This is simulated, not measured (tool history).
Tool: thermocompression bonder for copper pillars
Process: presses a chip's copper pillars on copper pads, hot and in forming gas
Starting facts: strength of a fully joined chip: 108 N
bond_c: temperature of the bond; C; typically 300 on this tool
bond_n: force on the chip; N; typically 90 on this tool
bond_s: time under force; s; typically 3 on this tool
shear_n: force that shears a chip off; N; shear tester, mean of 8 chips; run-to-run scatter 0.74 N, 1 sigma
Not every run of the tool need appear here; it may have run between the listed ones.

run	hour	bond_c	bond_n	bond_s	shear_n
1	0	300	90	3	58.8
2	19.1	300	90	3	58.3
3	37.6	300	90	3	58.3
4	52	300	90	3	58.6
5	63	300	90	3	57.3
6	74.5	300	90	3	58.1
7	85.2	300	90	3	58
8	96.2	300	90	3	58
9	114.8	300	90	3	57.3
10	124.8	300	81	3	53.3
11	137.2	300	81	3	53
12	152.3	300	90	3	56.8
13	165.6	300	90	3	57.8
14	173.3	305	90	3	61.5
15	182.5	300	76	3	49.7
16	194.5	300	76	3	51.6
17	211.1	300	90	3	59.6
18	228.9	282	67	8	55.9
19	241.7	300	70	2	40.9
20	257.9	304	71	3	50.1
21	267	276	117	4	68.7
22	279.6	276	117	4	67.2
23	293.7	277	74	2	35.6
24	309.5	300	90	2	53.1
25	319.2	299	97	3	62.8
26	334.5	273	61	6	42.7
27	352.8	300	90	3	58.6
28	366.7	300	90	3	60.1
29	374.5	325	95	6	85.2
30	391.1	271	56	3	28.8
31	407.5	271	111	2	49.5
32	415.7	326	57	2	41.5
33	431	318	127	5	91.3
34	439.4	293	127	4	78

Missing from the log above: 1 entry noted between runs. For each, name the pair of listed runs it sits between and say how the tool's hidden condition differs from the listed run just before to the listed run just after:
Runs 15 to 16: forming gas filter changed (hour 184.5)
  true temperature of the bond over the reading, C: 2.5 -> 2.6; oxide that the forming gas leaves, % of the face: 4.52 -> 0.68
  measured value less the no-hidden-state value, shear_n: -2 -> +0.1 N

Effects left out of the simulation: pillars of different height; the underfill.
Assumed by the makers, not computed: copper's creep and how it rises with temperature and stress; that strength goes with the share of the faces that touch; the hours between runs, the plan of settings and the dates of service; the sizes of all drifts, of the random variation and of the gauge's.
